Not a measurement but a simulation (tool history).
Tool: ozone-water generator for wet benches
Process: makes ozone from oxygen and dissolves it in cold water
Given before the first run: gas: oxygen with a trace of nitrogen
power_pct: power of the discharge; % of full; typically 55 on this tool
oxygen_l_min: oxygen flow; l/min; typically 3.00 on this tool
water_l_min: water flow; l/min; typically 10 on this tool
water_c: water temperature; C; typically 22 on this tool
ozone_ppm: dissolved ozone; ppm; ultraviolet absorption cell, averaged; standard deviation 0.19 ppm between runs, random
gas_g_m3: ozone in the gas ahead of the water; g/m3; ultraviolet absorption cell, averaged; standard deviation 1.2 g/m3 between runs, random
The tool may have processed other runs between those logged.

run    hour  power_pct  oxygen_l_min  water_l_min  water_c  ozone_ppm  gas_g_m3
  1     0.0         55          3.00           10       22       26.3     228.4
  2   138.8         55          3.00           10       22       26.1     227.0
  3   258.9         55          3.00           10       22       25.5     229.1
  4   411.8         55          3.00           10       22       25.6     226.5
  5   520.6         55          3.00           10       15       28.2     224.1
  6   726.3         55          3.00           10       22       25.3     226.4
  7   956.2         53          3.00           10       22       24.3     216.1
  8  1084.7         53          3.00           10       22       24.0     215.1
  9  1222.1         68          3.00           10       22       29.2     262.6
 10  1424.4         68          3.00           10       22       28.9     260.6
 11  1567.7         55          1.89           10       22       24.1     285.0
 12  1661.0         55          1.89           10       22       24.2     281.6
 13  1765.5         64          3.16            8       22       30.6     237.0
 14  1980.2         64          3.16            7       17       36.0     233.9
 15  2178.4         64          3.16            7       17       35.6     233.4
 16  2414.5         64          3.16            7       17       33.7     231.9
 17  2530.4         64          5.09           12       17       22.2     178.6
 18  2676.0         54          3.01            8       14       27.9     207.4
 19  2852.7         55          2.02           12       21       18.4     258.2
 20  3001.7         55          2.02           12       21       21.7     258.2
 21  3109.8         55          2.02           12       21       21.4     257.6
 22  3238.7         55          2.02            6       17       37.9     255.4
 23  3406.4         89          4.19           10       22       33.2     243.7
 24  3638.1         77          3.41            8       24       33.1     243.1

Withheld: 3 entries from between the runs. Position of each, and hidden state at the listed run before versus the listed run after:
Logged between run 15 and run 16: contactor cleaned (hour 2197.3); water thermometer calibrated (hour 2389.6)
  yield of the discharge, % of new electrodes': 92.7 -> 91.8; contactor's efficiency, % of a clean one's: 81.4 -> 70.2; true water temperature over the reading, C: 0.34 -> 0.02
  the result without the hidden state subtracted from the measured one, ozone_ppm: -5.6 -> -7.9 ppm; gas_g_m3: -17.0 -> -19.1 g/m3
Logged between run 19 and run 20: contactor cleaned, once more (hour 2871.0)
  yield of the discharge, % of new electrodes': 90.1 -> 89.6; contactor's efficiency, % of a clean one's: 68.8 -> 98.4; true water temperature over the reading, C: 0.06 -> 0.08
  the result without the hidden state subtracted from the measured one, ozone_ppm: -5.7 -> -2.3 ppm; gas_g_m3: -22.7 -> -24.1 g/m3
